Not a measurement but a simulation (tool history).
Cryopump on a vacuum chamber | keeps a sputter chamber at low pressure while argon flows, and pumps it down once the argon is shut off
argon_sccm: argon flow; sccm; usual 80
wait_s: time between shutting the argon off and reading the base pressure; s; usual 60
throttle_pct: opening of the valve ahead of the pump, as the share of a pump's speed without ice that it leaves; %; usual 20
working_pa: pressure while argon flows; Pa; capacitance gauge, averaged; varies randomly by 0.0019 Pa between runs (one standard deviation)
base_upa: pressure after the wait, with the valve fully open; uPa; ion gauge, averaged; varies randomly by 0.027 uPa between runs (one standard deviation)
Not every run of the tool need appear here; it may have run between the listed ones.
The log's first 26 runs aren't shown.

run,day,argon_sccm,wait_s,throttle_pct,working_pa,base_upa
27,41.342,64,38,20,0.3744,1.96
28,42.933,64,38,20,0.3742,2.02
29,44.546,64,38,20,0.3755,2.04
30,46.675,33,25,32,0.1205,2.88
31,48.750,39,111,20,0.2296,0.95
32,50.138,33,73,38,0.1035,1.34
33,51.212,33,73,38,0.1033,1.35
34,53.188,80,143,18,0.5210,0.86
35,54.392,80,143,18,0.5254,0.90

Below are 3 alternative next runs, each starting from the tool's condition after run 35. Predict each:
A,55.312,80,268,20,?,?
B,55.312,80,60,32,?,?
C,55.312,142,224,40,?,?

run,working_pa,base_upa
A,0.4745,0.69
B,0.2972,1.46
C,0.4273,0.72
The same runs, with their run-to-run variation unchanged, on a tool lacking any hidden condition would have given:
run,working_pa,base_upa
A,0.4656,0.44
B,0.2884,1.22
C,0.4114,0.47

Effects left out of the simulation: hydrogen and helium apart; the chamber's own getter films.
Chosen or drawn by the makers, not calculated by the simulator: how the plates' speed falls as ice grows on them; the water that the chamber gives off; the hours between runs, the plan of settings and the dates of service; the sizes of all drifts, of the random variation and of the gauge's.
